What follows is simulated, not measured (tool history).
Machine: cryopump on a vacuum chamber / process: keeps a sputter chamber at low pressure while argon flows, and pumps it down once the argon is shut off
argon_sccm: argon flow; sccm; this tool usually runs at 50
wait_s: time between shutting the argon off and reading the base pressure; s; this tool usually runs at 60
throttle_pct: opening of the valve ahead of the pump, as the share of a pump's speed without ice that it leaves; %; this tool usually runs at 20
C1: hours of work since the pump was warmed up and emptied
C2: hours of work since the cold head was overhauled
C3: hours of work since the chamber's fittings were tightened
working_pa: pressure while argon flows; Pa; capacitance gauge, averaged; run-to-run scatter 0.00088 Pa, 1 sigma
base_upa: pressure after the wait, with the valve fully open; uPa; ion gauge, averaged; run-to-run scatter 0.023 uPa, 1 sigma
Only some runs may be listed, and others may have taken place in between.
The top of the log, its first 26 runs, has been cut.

run 27 hour=1673 | argon_sccm=22 wait_s=60 throttle_pct=31 | C1=408 C2=2259 C3=3741 | working_pa=0.053 base_upa=2.35
run 28 hour=1757.5 | argon_sccm=22 wait_s=60 throttle_pct=31 | C1=461 C2=2312 C3=3794 | working_pa=0.0532 base_upa=2.42
-- hour=1796.9 leaking fittings of the chamber tightened, without venting
run 29 hour=1826.4 | argon_sccm=50 wait_s=56 throttle_pct=20 | C1=503 C2=2354 C3=19 | working_pa=0.1843 base_upa=0.83
run 30 hour=1881.2 | argon_sccm=50 wait_s=56 throttle_pct=20 | C1=537 C2=2389 C3=53 | working_pa=0.1857 base_upa=0.9
run 31 hour=1961.4 | argon_sccm=50 wait_s=56 throttle_pct=20 | C1=587 C2=2439 C3=103 | working_pa=0.1854 base_upa=0.86
run 32 hour=2018.6 | argon_sccm=50 wait_s=56 throttle_pct=20 | C1=623 C2=2475 C3=139 | working_pa=0.1851 base_upa=0.88
run 33 hour=2093.2 | argon_sccm=50 wait_s=24 throttle_pct=15 | C1=670 C2=2522 C3=186 | working_pa=0.2465 base_upa=1.8
run 34 hour=2135.1 | argon_sccm=75 wait_s=60 throttle_pct=16 | C1=696 C2=2548 C3=212 | working_pa=0.3493 base_upa=0.87

Consider 4 possible next runs. They are alternatives, not a sequence: every one starts from the tool as it was left by run 34. What does each give?
run A hour=2221.1 | argon_sccm=50 wait_s=60 throttle_pct=18 | C1=750 C2=2602 C3=266 | working_pa=? base_upa=?
run B hour=2221.1 | argon_sccm=24 wait_s=72 throttle_pct=38 | C1=750 C2=2602 C3=266 | working_pa=? base_upa=?
run C hour=2221.1 | argon_sccm=50 wait_s=52 throttle_pct=18 | C1=750 C2=2602 C3=266 | working_pa=? base_upa=?
run D hour=2221.1 | argon_sccm=50 wait_s=93 throttle_pct=28 | C1=750 C2=2602 C3=266 | working_pa=? base_upa=?

run=A working_pa=0.2079 base_upa=0.91
run=B working_pa=0.0485 base_upa=0.81
run=C working_pa=0.2078 base_upa=1.02
run=D working_pa=0.136 base_upa=0.7
Without the tool's unlogged condition, the same runs would have read:
run=A working_pa=0.2009 base_upa=0.76
run=B working_pa=0.0452 base_upa=0.66
run=C working_pa=0.2007 base_upa=0.87
run=D working_pa=0.129 base_upa=0.55
